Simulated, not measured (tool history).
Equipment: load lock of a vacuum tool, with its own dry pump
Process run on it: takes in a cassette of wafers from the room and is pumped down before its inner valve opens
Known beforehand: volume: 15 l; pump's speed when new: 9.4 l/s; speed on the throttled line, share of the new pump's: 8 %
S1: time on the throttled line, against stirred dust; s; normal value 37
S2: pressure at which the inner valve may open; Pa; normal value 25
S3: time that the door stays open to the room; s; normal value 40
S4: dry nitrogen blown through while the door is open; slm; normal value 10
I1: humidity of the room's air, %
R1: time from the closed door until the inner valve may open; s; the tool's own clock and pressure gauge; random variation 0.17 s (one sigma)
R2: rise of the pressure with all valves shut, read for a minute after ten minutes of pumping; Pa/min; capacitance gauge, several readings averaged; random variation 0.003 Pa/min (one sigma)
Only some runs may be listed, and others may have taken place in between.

run 1 hour=0 | S1=37 S2=25 S3=40 S4=10 | I1=46.6 | R1=47.6 R2=0.079
run 2 hour=163.6 | S1=37 S2=25 S3=40 S4=10 | I1=45.6 | R1=47.3 R2=0.086
run 3 hour=358.1 | S1=37 S2=25 S3=40 S4=10 | I1=46.3 | R1=47.4 R2=0.086
run 4 hour=507.7 | S1=37 S2=25 S3=40 S4=10 | I1=46.3 | R1=47.6 R2=0.088
run 5 hour=612.5 | S1=37 S2=25 S3=40 S4=10 | I1=47.2 | R1=47.2 R2=0.093
run 6 hour=708.7 | S1=37 S2=25 S3=40 S4=10 | I1=42.9 | R1=47.8 R2=0.089
run 7 hour=880.6 | S1=37 S2=25 S3=40 S4=10 | I1=44.4 | R1=47.4 R2=0.095
run 8 hour=1068.1 | S1=37 S2=25 S3=40 S4=10 | I1=42.3 | R1=47.6 R2=0.095
run 9 hour=1179.3 | S1=37 S2=25 S3=40 S4=10 | I1=42.6 | R1=47.5 R2=0.098
run 10 hour=1372.5 | S1=37 S2=25 S3=40 S4=10 | I1=45.4 | R1=47.2 R2=0.104
run 11 hour=1507.8 | S1=37 S2=25 S3=40 S4=10 | I1=43 | R1=47.5 R2=0.104
run 12 hour=1607.9 | S1=37 S2=25 S3=40 S4=10 | I1=43.1 | R1=47.5 R2=0.103
run 13 hour=1708.8 | S1=37 S2=25 S3=40 S4=10 | I1=46.7 | R1=47.7 R2=0.112
run 14 hour=1842.8 | S1=37 S2=25 S3=40 S4=10 | I1=44.6 | R1=47.5 R2=0.114
run 15 hour=2028.1 | S1=37 S2=35 S3=40 S4=10 | I1=42.9 | R1=47 R2=0.111
run 16 hour=2138.6 | S1=37 S2=35 S3=40 S4=10 | I1=43.7 | R1=47.1 R2=0.116
run 17 hour=2274.3 | S1=37 S2=25 S3=40 S4=10 | I1=46.9 | R1=47.7 R2=0.121
run 18 hour=2378.2 | S1=70 S2=25 S3=40 S4=10 | I1=45.6 | R1=77.5 R2=0.129
run 19 hour=2531.5 | S1=70 S2=25 S3=40 S4=10 | I1=41.9 | R1=77.6 R2=0.124
run 20 hour=2663.9 | S1=70 S2=29 S3=44 S4=10 | I1=46.1 | R1=77.5 R2=0.128
run 21 hour=2746.8 | S1=70 S2=29 S3=31 S4=10 | I1=45.3 | R1=77.2 R2=0.12
run 22 hour=2940.7 | S1=23 S2=34 S3=82 S4=7 | I1=42.3 | R1=34.3 R2=0.141
run 23 hour=3127.5 | S1=37 S2=25 S3=98 S4=10 | I1=45.2 | R1=47.6 R2=0.146
run 24 hour=3286.7 | S1=26 S2=20 S3=40 S4=10 | I1=48.7 | R1=38.3 R2=0.14
run 25 hour=3484.6 | S1=37 S2=43 S3=40 S4=31 | I1=41.6 | R1=46.6 R2=0.135
run 26 hour=3665 | S1=37 S2=43 S3=40 S4=31 | I1=44.8 | R1=46.8 R2=0.136
run 27 hour=3751.4 | S1=53 S2=25 S3=27 S4=39 | I1=45.4 | R1=62.3 R2=0.135
run 28 hour=3942.5 | S1=37 S2=27 S3=87 S4=10 | I1=43.8 | R1=47.7 R2=0.163
run 29 hour=4141.9 | S1=37 S2=20 S3=117 S4=10 | I1=45.4 | R1=48 R2=0.169
run 30 hour=4316.5 | S1=37 S2=20 S3=117 S4=10 | I1=43.2 | R1=48.4 R2=0.177
run 31 hour=4503.1 | S1=33 S2=35 S3=40 S4=36 | I1=49.5 | R1=43.6 R2=0.159
run 32 hour=4705.5 | S1=33 S2=35 S3=40 S4=36 | I1=42.1 | R1=43.4 R2=0.159
run 33 hour=4813.9 | S1=63 S2=25 S3=34 S4=10 | I1=45.4 | R1=71.5 R2=0.173
run 34 hour=4924.6 | S1=37 S2=25 S3=132 S4=10 | I1=46.3 | R1=47.9 R2=0.195
run 35 hour=5038.7 | S1=21 S2=25 S3=137 S4=10 | I1=43 | R1=33.1 R2=0.194
run 36 hour=5230.3 | S1=21 S2=41 S3=137 S4=13 | I1=46.7 | R1=32.4 R2=0.193
run 37 hour=5329.6 | S1=45 S2=49 S3=30 S4=10 | I1=47.4 | R1=53.6 R2=0.179
run 38 hour=5418 | S1=74 S2=45 S3=40 S4=10 | I1=43.3 | R1=80.5 R2=0.185

3 ways to go on from here, each from the tool as it stands after run 38. What would each give?
run A hour=5554.6 | S1=61 S2=45 S3=40 S4=10 | I1=42.9 | R1=? R2=?
run B hour=5554.6 | S1=30 S2=25 S3=40 S4=10 | I1=44.8 | R1=? R2=?
run C hour=5554.6 | S1=74 S2=45 S3=27 S4=10 | I1=39.9 | R1=? R2=?

run=A R1=68.9 R2=0.186
run=B R1=41.7 R2=0.185
run=C R1=81.1 R2=0.178
What these runs would have given with no unlogged condition in the tool:
run=A R1=68.4 R2=0.032
run=B R1=40.9 R2=0.034
run=C R1=80.6 R2=0.026

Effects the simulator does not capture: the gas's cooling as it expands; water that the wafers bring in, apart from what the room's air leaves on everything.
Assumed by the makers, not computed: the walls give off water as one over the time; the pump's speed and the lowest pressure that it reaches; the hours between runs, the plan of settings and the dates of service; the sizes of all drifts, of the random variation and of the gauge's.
